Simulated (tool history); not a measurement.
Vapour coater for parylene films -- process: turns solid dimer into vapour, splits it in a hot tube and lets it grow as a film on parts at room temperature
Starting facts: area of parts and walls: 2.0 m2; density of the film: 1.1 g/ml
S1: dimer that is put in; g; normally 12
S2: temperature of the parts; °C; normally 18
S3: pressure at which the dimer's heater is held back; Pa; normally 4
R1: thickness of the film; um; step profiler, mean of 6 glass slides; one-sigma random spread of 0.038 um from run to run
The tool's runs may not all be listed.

run	hour	S1	S2	S3	R1
1	0	12	18	4	3.99
2	8.3	12	18	4	3.97
3	20.8	5	18	4	1.61
4	38.6	12	18	4	3.89
5	54.4	12	18	8.56	3.58
6	70.6	12	18	8.56	3.56
7	85.5	12	18	8.56	3.58
8	103.5	12	18	4	3.87
9	120	12	18	4	3.87
10	129.6	12	18	9.22	3.49
11	138.3	12	18	9.22	3.51
12	151.5	12	18	9.22	3.54
13	160.8	12	18	4	3.86
14	176.3	12	29	4	2.54
15	188.9	12	29	4	2.52
16	197.8	12	18	8.77	3.54
17	214.1	17	18	4	5.39
18	227.7	19	18	4	6.07
19	238	19	18	5.83	5.83
20	250.1	12	18	7.56	3.51
21	262.3	12	18	7.56	3.58
22	276.9	12	18	4	3.68
23	292.1	12	18	4	3.75
24	310	12	18	4	3.79
25	319	14	19	5.33	4.14
26	326.5	12	13	4.55	4.43
27	338	6	13	3.16	2.28
28	355.1	12	21	4.14	3.38
29	363.5	6	20	2.19	1.8
30	373.3	9	13	5.19	3.31
31	389	9	13	5.19	3.28
32	406.5	12	28	4.33	2.51
33	423.5	10	28	2.19	2.26
34	436.1	10	28	2.19	2.23
35	445	10	27	2.19	2.35
36	457.4	9	21	4	2.42
37	466.4	12	26	2.28	2.81
38	483.6	10	26	9.3	2.08
39	497.4	16	22	4.85	4.05
40	511	20	15	2.52	6.97
41	525.2	20	20	3.91	5.68
42	535.7	20	20	3.91	5.63
43	549.3	20	20	3.91	5.58
# hour 557.3: trap's valve overhauled
44	569.2	12	18	4.75	4.17
45	586.4	12	11	8.42	5.07
46	599.1	12	17	6.72	4.13
47	607.3	12	17	6.72	4.15

4 options for the next run, each taken on its own from the tool as it stands now. Forecast them:
A	621.9	6	18	2.79	?
B	621.9	12	27	4	?
C	621.9	7	28	6.72	?
D	621.9	12	18	5.02	?

run	R1
A	2.15
B	2.96
C	1.61
D	4.04
The same runs, with their run-to-run variation unchanged, on a tool lacking any hidden condition would have given:
run	R1
A	2.21
B	3.05
C	1.66
D	4.16
